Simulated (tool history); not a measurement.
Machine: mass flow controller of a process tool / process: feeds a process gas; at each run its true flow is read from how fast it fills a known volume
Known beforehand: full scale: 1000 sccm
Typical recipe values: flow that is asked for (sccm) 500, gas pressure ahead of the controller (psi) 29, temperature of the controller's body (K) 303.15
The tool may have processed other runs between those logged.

run	day	flow that is asked for (sccm)	gas pressure ahead of the controller (psi)	temperature of the controller's body (K)	true flow (%)
1	0	500	29	303.15	102.29
2	20.975	141	29	303.15	103.09
3	35.125	141	29	303.15	103.3
4	52.233	141	29	303.15	103.44
5	68.579	141	29	303.15	103.65
6	92.15	141	29	303.15	104.1
7	114.171	141	31.5	311.15	105.18
# day 115.879: controller's zero set anew
8	131.333	137	24.1	296.15	105.69
9	147.338	851	37.7	304.15	104.01
10	168.208	851	37.7	304.15	104.25
# day 189.188: controller's zero set anew, once more
11	189.392	292	38.6	300.15	101.75

How would selected steps in true flow (%) from run to run divide? Give the signed amount a tool lacking its hidden state would still show from settings, what came in and random variation, and the signed amount left for the hidden state, including any gauge scatter that is not in both of the compared results.
What the log doesn't record here: flow at rest that the sensor doesn't see, % of full scale; true flow over the shown one, %; drift of the gauge itself on true_pct, %.
Run 8 -> 9: flow that is asked for (sccm) 137 -> 851, gas pressure ahead of the controller (psi) 24.1 -> 37.7, temperature of the controller's body (K) 296.15 -> 304.15. true flow (%) -1.68: hidden state -4.29, all else +2.61.
Run 10 -> 11: flow that is asked for (sccm) 851 -> 292, gas pressure ahead of the controller (psi) 37.7 -> 38.6, temperature of the controller's body (K) 304.15 -> 300.15, controller's zero set anew, once more. true flow (%) -2.5: hidden state -0.66, all else -1.84.
